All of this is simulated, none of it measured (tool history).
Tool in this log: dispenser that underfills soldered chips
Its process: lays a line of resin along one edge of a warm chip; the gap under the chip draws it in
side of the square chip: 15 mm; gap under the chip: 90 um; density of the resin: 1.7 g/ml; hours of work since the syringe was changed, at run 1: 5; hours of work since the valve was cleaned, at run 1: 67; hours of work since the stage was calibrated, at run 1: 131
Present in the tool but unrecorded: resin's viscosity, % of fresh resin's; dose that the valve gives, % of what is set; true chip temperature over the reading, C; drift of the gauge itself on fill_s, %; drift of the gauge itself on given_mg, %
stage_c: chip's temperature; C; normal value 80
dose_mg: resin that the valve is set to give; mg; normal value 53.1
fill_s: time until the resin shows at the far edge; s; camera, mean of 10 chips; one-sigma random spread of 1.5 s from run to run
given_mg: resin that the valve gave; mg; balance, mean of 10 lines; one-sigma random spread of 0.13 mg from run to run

run,day,stage_c,dose_mg,hours of work since the syringe was changed,hours of work since the valve was cleaned,hours of work since the stage was calibrated,fill_s,given_mg
1,0.000,80,53.1,5,67,131,187.2,51.93
2,0.121,80,53.1,7,69,133,211.1,51.89
3,0.308,80,53.1,10,72,136,250.6,51.73
# day 0.442: new syringe of resin
4,0.450,80,53.1,0,74,138,142.0,51.89
5,0.550,80,53.1,2,75,139,158.9,51.69
6,0.712,80,53.1,4,78,142,180.8,51.67
7,0.875,80,53.1,7,81,145,211.9,51.76
8,1.071,80,53.1,10,84,148,247.3,51.72
9,1.158,80,53.1,11,85,149,268.4,51.21
# day 1.188: new syringe of resin
10,1.292,80,53.1,2,87,151,154.1,51.46
11,1.500,80,53.1,5,90,154,186.9,51.40
12,1.679,80,53.1,8,93,157,219.9,51.42
13,1.850,80,53.1,10,96,160,258.8,51.36
# day 1.933: new syringe of resin
14,1.975,80,53.1,1,98,162,151.6,51.46
15,2.129,65,51.3,3,100,164,357.1,49.34
16,2.225,65,51.3,5,102,165,384.6,49.45
17,2.333,82,49.1,6,103,167,195.4,47.39
18,2.508,89,58.5,9,106,170,160.9,56.49
# day 2.675: new syringe of resin
19,2.721,89,58.5,1,109,173,97.7,56.30
20,2.812,70,68.1,2,111,175,255.8,65.49
21,2.946,75,68.1,4,113,177,226.8,65.25
22,3.083,86,53.1,6,115,179,155.7,50.95
23,3.262,85,68.6,9,118,182,191.5,65.63
24,3.379,76,51.9,11,120,183,329.1,49.93
# day 3.408: new syringe of resin
25,3.512,90,49.0,2,121,185,98.9,46.94
26,3.696,76,59.1,4,124,188,215.8,56.56
# day 3.929: dispensing valve cleaned and set on the balance
27,3.929,82,50.7,8,0,191,197.3,50.71

Forecast each of these 4 alternatives for the next run:
A,4.029,80,68.7,9,2,193,?,?
B,4.029,78,46.8,9,2,193,?,?
C,4.029,68,67.4,9,2,193,?,?
D,4.029,80,56.0,9,2,193,?,?

run,fill_s,given_mg
A,230.0,69.10
B,265.8,46.85
C,414.3,67.21
D,235.9,56.42
With no hidden state in the tool, these same runs would have given:
run,fill_s,given_mg
A,140.4,68.94
B,162.4,46.74
C,253.4,67.06
D,143.9,56.29

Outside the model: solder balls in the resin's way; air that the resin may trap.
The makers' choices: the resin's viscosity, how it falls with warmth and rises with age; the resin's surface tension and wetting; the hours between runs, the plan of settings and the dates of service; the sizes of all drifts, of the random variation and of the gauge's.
